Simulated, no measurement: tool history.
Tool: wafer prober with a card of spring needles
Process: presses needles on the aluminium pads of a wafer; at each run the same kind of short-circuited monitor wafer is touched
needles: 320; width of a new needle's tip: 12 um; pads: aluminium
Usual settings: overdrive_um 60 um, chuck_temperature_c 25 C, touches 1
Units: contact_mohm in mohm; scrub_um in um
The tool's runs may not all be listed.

run 1 hour=0 | overdrive_um=60 chuck_temperature_c=25 touches=1 | contact_mohm=213 scrub_um=9.97
-- hour=14.7 tips cleaned on abrasive film
-- hour=34.8 tips cleaned on abrasive film
run 2 hour=44.6 | overdrive_um=60 chuck_temperature_c=25 touches=1 | contact_mohm=212 scrub_um=9.99
-- hour=52.5 tips cleaned on abrasive film
-- hour=71.1 tips cleaned on abrasive film
-- hour=91.3 tips cleaned on abrasive film
run 3 hour=92.9 | overdrive_um=60 chuck_temperature_c=25 touches=1 | contact_mohm=209 scrub_um=10.01
-- hour=111.6 tips cleaned on abrasive film
-- hour=127.9 height of the first contact set anew
-- hour=131 tips cleaned on abrasive film
run 4 hour=142.8 | overdrive_um=60 chuck_temperature_c=25 touches=1 | contact_mohm=211 scrub_um=10.01
-- hour=148.9 tips cleaned on abrasive film
-- hour=169.2 tips cleaned on abrasive film
run 5 hour=171.5 | overdrive_um=60 chuck_temperature_c=25 touches=1 | contact_mohm=210 scrub_um=10
-- hour=187.3 tips cleaned on abrasive film
run 6 hour=202.4 | overdrive_um=44 chuck_temperature_c=25 touches=1 | contact_mohm=215 scrub_um=7.29
-- hour=206.7 tips cleaned on abrasive film
-- hour=224.7 tips cleaned on abrasive film
-- hour=244.7 tips cleaned on abrasive film
run 7 hour=257.6 | overdrive_um=44 chuck_temperature_c=25 touches=1 | contact_mohm=212 scrub_um=7.34
-- hour=265 tips cleaned on abrasive film
-- hour=284.3 tips cleaned on abrasive film
run 8 hour=287.4 | overdrive_um=46 chuck_temperature_c=25 touches=1 | contact_mohm=216 scrub_um=7.66
-- hour=303.4 tips cleaned on abrasive film
-- hour=324.6 tips cleaned on abrasive film
run 9 hour=328.3 | overdrive_um=46 chuck_temperature_c=25 touches=1 | contact_mohm=216 scrub_um=7.67
-- hour=343.3 tips cleaned on abrasive film
-- hour=364.6 tips cleaned on abrasive film
run 10 hour=364.6 | overdrive_um=46 chuck_temperature_c=25 touches=1 | contact_mohm=216 scrub_um=7.63
-- hour=382.3 tips cleaned on abrasive film
-- hour=402.5 tips cleaned on abrasive film
run 11 hour=406.7 | overdrive_um=60 chuck_temperature_c=121 touches=1 | contact_mohm=232 scrub_um=10.01
-- hour=421.5 tips cleaned on abrasive film
-- hour=440 tips cleaned on abrasive film
-- hour=458.2 tips cleaned on abrasive film
run 12 hour=468.5 | overdrive_um=60 chuck_temperature_c=121 touches=1 | contact_mohm=233 scrub_um=10.02
-- hour=476.7 tips cleaned on abrasive film
-- hour=495.9 tips cleaned on abrasive film
run 13 hour=503 | overdrive_um=60 chuck_temperature_c=121 touches=1 | contact_mohm=234 scrub_um=10.03
-- hour=515.2 tips cleaned on abrasive film
-- hour=537.1 tips cleaned on abrasive film
-- hour=556.7 tips cleaned on abrasive film
run 14 hour=556.7 | overdrive_um=60 chuck_temperature_c=121 touches=1 | contact_mohm=236 scrub_um=10.03
-- hour=576.8 tips cleaned on abrasive film
-- hour=598.6 tips cleaned on abrasive film
-- hour=598.9 height of the first contact set anew
run 15 hour=612.1 | overdrive_um=60 chuck_temperature_c=121 touches=1 | contact_mohm=235 scrub_um=9.97
-- hour=616.5 tips cleaned on abrasive film
-- hour=635.5 tips cleaned on abrasive film
-- hour=657.1 tips cleaned on abrasive film
run 16 hour=674.3 | overdrive_um=64 chuck_temperature_c=121 touches=1 | contact_mohm=235 scrub_um=10.63
-- hour=678.7 tips cleaned on abrasive film
-- hour=696.4 tips cleaned on abrasive film
-- hour=715.7 tips cleaned on abrasive film
run 17 hour=719.6 | overdrive_um=42 chuck_temperature_c=51 touches=2 | contact_mohm=221 scrub_um=6.99
-- hour=734.4 tips cleaned on abrasive film
-- hour=753.9 tips cleaned on abrasive film
-- hour=772.6 tips cleaned on abrasive film
run 18 hour=773.2 | overdrive_um=42 chuck_temperature_c=51 touches=2 | contact_mohm=222 scrub_um=7.02
-- hour=792.2 tips cleaned on abrasive film
-- hour=812.8 tips cleaned on abrasive film
run 19 hour=823 | overdrive_um=54 chuck_temperature_c=26 touches=1 | contact_mohm=211 scrub_um=9.01
-- hour=831.2 tips cleaned on abrasive film
-- hour=849.4 tips cleaned on abrasive film
run 20 hour=857.3 | overdrive_um=54 chuck_temperature_c=27 touches=1 | contact_mohm=215 scrub_um=9.06
-- hour=868.3 tips cleaned on abrasive film
-- hour=886.7 tips cleaned on abrasive film
-- hour=905 tips cleaned on abrasive film
run 21 hour=916.1 | overdrive_um=48 chuck_temperature_c=52 touches=1 | contact_mohm=220 scrub_um=8
-- hour=924.9 tips cleaned on abrasive film
-- hour=944.1 tips cleaned on abrasive film
run 22 hour=953.4 | overdrive_um=48 chuck_temperature_c=52 touches=1 | contact_mohm=221 scrub_um=7.97
-- hour=961.7 tips cleaned on abrasive film
-- hour=979.7 tips cleaned on abrasive film
run 23 hour=992 | overdrive_um=60 chuck_temperature_c=95 touches=1 | contact_mohm=227 scrub_um=9.98
-- hour=1000.6 tips cleaned on abrasive film
-- hour=1019.8 tips cleaned on abrasive film
-- hour=1039.5 tips cleaned on abrasive film
run 24 hour=1044.9 | overdrive_um=60 chuck_temperature_c=95 touches=1 | contact_mohm=227 scrub_um=10.03
-- hour=1058 tips cleaned on abrasive film
-- hour=1071.4 height of the first contact set anew
-- hour=1079.1 tips cleaned on abrasive film
-- hour=1099.9 tips cleaned on abrasive film
run 25 hour=1107.2 | overdrive_um=60 chuck_temperature_c=95 touches=1 | contact_mohm=225 scrub_um=9.99
-- hour=1118.3 tips cleaned on abrasive film
-- hour=1136.5 tips cleaned on abrasive film
-- hour=1155.5 tips cleaned on abrasive film
run 26 hour=1157.1 | overdrive_um=60 chuck_temperature_c=95 touches=1 | contact_mohm=223 scrub_um=9.97
-- hour=1173.1 tips cleaned on abrasive film
-- hour=1192.6 tips cleaned on abrasive film
run 27 hour=1207.7 | overdrive_um=60 chuck_temperature_c=95 touches=1 | contact_mohm=228 scrub_um=10.03
-- hour=1212.1 tips cleaned on abrasive film
-- hour=1230.6 tips cleaned on abrasive film
run 28 hour=1242.4 | overdrive_um=62 chuck_temperature_c=25 touches=2 | contact_mohm=214 scrub_um=10.29
-- hour=1249.1 tips cleaned on abrasive film
-- hour=1268.1 tips cleaned on abrasive film
-- hour=1288.5 tips cleaned on abrasive film
run 29 hour=1294.3 | overdrive_um=60 chuck_temperature_c=97 touches=1 | contact_mohm=228 scrub_um=10.04

Forecast each of these 3 alternatives for the next run:
-- hour=1307.3 tips cleaned on abrasive film
run A hour=1324.4 | overdrive_um=62 chuck_temperature_c=25 touches=2 | contact_mohm=? scrub_um=?
-- hour=1307.3 tips cleaned on abrasive film
run B hour=1324.4 | overdrive_um=49 chuck_temperature_c=25 touches=2 | contact_mohm=? scrub_um=?
-- hour=1307.3 tips cleaned on abrasive film
run C hour=1324.4 | overdrive_um=60 chuck_temperature_c=97 touches=2 | contact_mohm=? scrub_um=?

run=A contact_mohm=213 scrub_um=10.33
run=B contact_mohm=214 scrub_um=8.15
run=C contact_mohm=227 scrub_um=10.02
Without the tool's hidden state the same runs would have given:
run=A contact_mohm=213 scrub_um=10.33
run=B contact_mohm=214 scrub_um=8.15
run=C contact_mohm=226 scrub_um=10.02
